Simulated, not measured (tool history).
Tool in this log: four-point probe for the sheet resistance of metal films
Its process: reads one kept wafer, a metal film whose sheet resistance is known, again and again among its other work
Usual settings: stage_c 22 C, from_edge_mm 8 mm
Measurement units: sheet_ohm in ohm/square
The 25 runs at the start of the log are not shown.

run,hour,stage_c,from_edge_mm,sheet_ohm
26,1521.7,27,19,2.732409
27,1597.2,23,12,2.733432
28,1637.3,23,12,2.734385
29,1702.1,23,12,2.734158
30,1755,21,49,2.730677
31,1804.3,21,12,2.734211
32,1881.6,21,12,2.733738
33,1920,21,12,2.733283
34,1974.5,28,11,2.733006
35,2041.5,28,11,2.733231
36,2083.1,28,11,2.732067
37,2154.8,24,45,2.728493
38,2227.8,18,8,2.737679
39,2268.2,18,8,2.737459
40,2314.8,32,6,2.742029
41,2381,26,13,2.729584
42,2430.3,26,13,2.731114
43,2476.9,28,41,2.724829
44,2524.6,28,41,2.725873

Here are 5 independent what-if runs from the current tool condition. What would each one return?
A,2577.6,22,17,?
B,2577.6,28,5,?
C,2577.6,29,4,?
D,2577.6,34,34,?
E,2577.6,35,26,?

run,sheet_ohm
A,2.72851
B,2.749811
C,2.762343
D,2.725051
E,2.725413
Without the tool's hidden state the same runs would have given:
run,sheet_ohm
A,2.747252
B,2.768738
C,2.781357
D,2.743872
E,2.744244

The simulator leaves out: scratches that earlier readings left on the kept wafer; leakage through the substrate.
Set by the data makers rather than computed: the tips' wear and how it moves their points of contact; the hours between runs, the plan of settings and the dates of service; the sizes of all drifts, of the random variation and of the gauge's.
